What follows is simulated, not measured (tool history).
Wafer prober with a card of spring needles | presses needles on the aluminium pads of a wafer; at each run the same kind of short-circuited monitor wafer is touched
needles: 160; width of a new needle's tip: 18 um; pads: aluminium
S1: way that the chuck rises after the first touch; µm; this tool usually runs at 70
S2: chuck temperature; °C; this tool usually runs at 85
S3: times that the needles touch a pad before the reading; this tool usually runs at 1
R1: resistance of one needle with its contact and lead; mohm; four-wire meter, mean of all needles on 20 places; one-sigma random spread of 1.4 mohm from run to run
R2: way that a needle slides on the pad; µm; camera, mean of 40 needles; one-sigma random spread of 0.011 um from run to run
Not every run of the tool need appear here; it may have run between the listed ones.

Run 1, hour 0.0: usual settings. Result: R1 118 mohm, R2 8.48 µm.
At hour 12.2: tips cleaned on abrasive film.
Run 2, hour 23.7: usual settings. Result: R1 201 mohm, R2 8.49 µm.
At hour 26.0: tips cleaned on abrasive film.
At hour 39.1: tips cleaned on abrasive film.
Run 3, hour 45.1: usual settings. Result: R1 171 mohm, R2 8.45 µm.
At hour 51.5: tips cleaned on abrasive film.
Run 4, hour 63.1: usual settings. Result: R1 201 mohm, R2 8.46 µm.
At hour 66.2: tips cleaned on abrasive film.
At hour 78.6: tips cleaned on abrasive film.
Run 5, hour 83.7: usual settings. Result: R1 168 mohm, R2 8.43 µm.
At hour 90.5: tips cleaned on abrasive film.
Run 6, hour 100.1: usual settings. Result: R1 191 mohm, R2 8.43 µm.
At hour 104.3: tips cleaned on abrasive film.
At hour 116.7: tips cleaned on abrasive film.
Run 7, hour 116.7: usual settings. Result: R1 125 mohm, R2 8.41 µm.
At hour 129.4: tips cleaned on abrasive film.
At hour 141.6: tips cleaned on abrasive film.
Run 8, hour 143.3: usual settings but S2 50 °C. Result: R1 140 mohm, R2 8.39 µm.
At hour 155.8: tips cleaned on abrasive film.
Run 9, hour 165.4: usual settings but S2 50 °C. Result: R1 197 mohm, R2 8.38 µm.
At hour 169.0: tips cleaned on abrasive film.
At hour 182.3: tips cleaned on abrasive film.
Run 10, hour 191.6: usual settings but S1 64 µm, S2 50 °C. Result: R1 213 mohm, R2 7.64 µm.
At hour 195.8: tips cleaned on abrasive film.
At hour 209.9: tips cleaned on abrasive film.
At hour 222.7: tips cleaned on abrasive film.
At hour 226.9: height of the first contact set anew.
Run 11, hour 226.9: usual settings but S1 64 µm, S2 50 °C, S3 2. Result: R1 144 mohm, R2 7.78 µm.
At hour 236.4: tips cleaned on abrasive film.
Run 12, hour 246.1: usual settings. Result: R1 190 mohm, R2 8.50 µm.
At hour 249.8: tips cleaned on abrasive film.
At hour 262.9: tips cleaned on abrasive film.
Run 13, hour 274.3: usual settings. Result: R1 202 mohm, R2 8.48 µm.
At hour 276.2: tips cleaned on abrasive film.
At hour 289.6: tips cleaned on abrasive film.
At hour 301.6: tips cleaned on abrasive film.
Run 14, hour 302.0: usual settings. Result: R1 125 mohm, R2 8.46 µm.
At hour 314.5: tips cleaned on abrasive film.
At hour 327.6: tips cleaned on abrasive film.
Run 15, hour 329.0: usual settings. Result: R1 133 mohm, R2 8.45 µm.
At hour 340.6: tips cleaned on abrasive film.
At hour 353.5: tips cleaned on abrasive film.
Run 16, hour 355.3: usual settings but S1 68 µm, S3 2. Result: R1 129 mohm, R2 8.17 µm.
At hour 366.5: tips cleaned on abrasive film.
Run 17, hour 371.1: usual settings but S1 68 µm, S3 2. Result: R1 152 mohm, R2 8.16 µm.
At hour 379.3: tips cleaned on abrasive film.
Run 18, hour 389.8: usual settings but S3 3. Result: R1 150 mohm, R2 8.43 µm.
At hour 392.3: tips cleaned on abrasive film.
At hour 406.7: tips cleaned on abrasive film.
At hour 419.5: tips cleaned on abrasive film.
Run 19, hour 419.5: usual settings but S1 82 µm, S2 41 °C. Result: R1 114 mohm, R2 9.85 µm.
At hour 433.2: tips cleaned on abrasive film.
At hour 446.4: tips cleaned on abrasive film.
Run 20, hour 448.5: usual settings but S2 28 °C. Result: R1 145 mohm, R2 8.39 µm.
At hour 460.5: tips cleaned on abrasive film.
At hour 473.7: tips cleaned on abrasive film.
Run 21, hour 482.3: usual settings but S1 64 µm, S2 114 °C, S3 2. Result: R1 172 mohm, R2 7.61 µm.
At hour 488.1: tips cleaned on abrasive film.
At hour 501.6: tips cleaned on abrasive film.
Run 22, hour 505.5: usual settings but S1 87 µm, S2 114 °C. Result: R1 153 mohm, R2 10.42 µm.
At hour 508.3: height of the first contact set anew.
At hour 516.5: tips cleaned on abrasive film.
Run 23, hour 523.4: usual settings but S1 83 µm, S2 108 °C, S3 3. Result: R1 132 mohm, R2 10.09 µm.
At hour 529.4: tips cleaned on abrasive film.
At hour 542.2: tips cleaned on abrasive film.
Run 24, hour 552.9: usual settings but S1 84 µm, S3 2. Result: R1 150 mohm, R2 10.20 µm.
At hour 554.6: tips cleaned on abrasive film.
At hour 567.6: tips cleaned on abrasive film.
At hour 579.6: tips cleaned on abrasive film.
Run 25, hour 588.2: usual settings but S1 72 µm, S2 50 °C. Result: R1 190 mohm, R2 8.70 µm.
At hour 592.3: tips cleaned on abrasive film.
At hour 606.3: tips cleaned on abrasive film.
At hour 620.0: tips cleaned on abrasive film.
Run 26, hour 621.2: usual settings but S2 96 °C, S3 3. Result: R1 125 mohm, R2 8.44 µm.
At hour 633.7: tips cleaned on abrasive film.
At hour 646.4: tips cleaned on abrasive film.
Run 27, hour 646.7: usual settings but S2 96 °C, S3 3. Result: R1 122 mohm, R2 8.41 µm.
At hour 659.3: tips cleaned on abrasive film.
Run 28, hour 661.3: usual settings but S1 54 µm, S2 36 °C, S3 2. Result: R1 138 mohm, R2 6.47 µm.
At hour 673.6: tips cleaned on abrasive film.
Run 29, hour 685.3: usual settings but S1 61 µm. Result: R1 246 mohm, R2 7.32 µm.

Selected run-to-run steps in R1, each split into two signed amounts: the part the tool would show with no hidden state at all (from settings, incoming material and random variation), and the remainder, which goes to the hidden state together with any gauge scatter not common to the measured and the hidden-state-free results:
What the log doesn't record here: debris on the tips, nm; way that the needles fall short of the set height, um; tips' diameter, um; drift of the gauge itself on contact_mohm, %; drift of the gauge itself on scrub_um, %.
Run 1 -> 2: tips cleaned on abrasive film. R1 +83 mohm: hidden state +83, all else +0.
Run 28 -> 29: S1 54 -> 61, S2 36 -> 85, S3 2 -> 1, tips cleaned on abrasive film. R1 +108 mohm: hidden state +101, all else +7.

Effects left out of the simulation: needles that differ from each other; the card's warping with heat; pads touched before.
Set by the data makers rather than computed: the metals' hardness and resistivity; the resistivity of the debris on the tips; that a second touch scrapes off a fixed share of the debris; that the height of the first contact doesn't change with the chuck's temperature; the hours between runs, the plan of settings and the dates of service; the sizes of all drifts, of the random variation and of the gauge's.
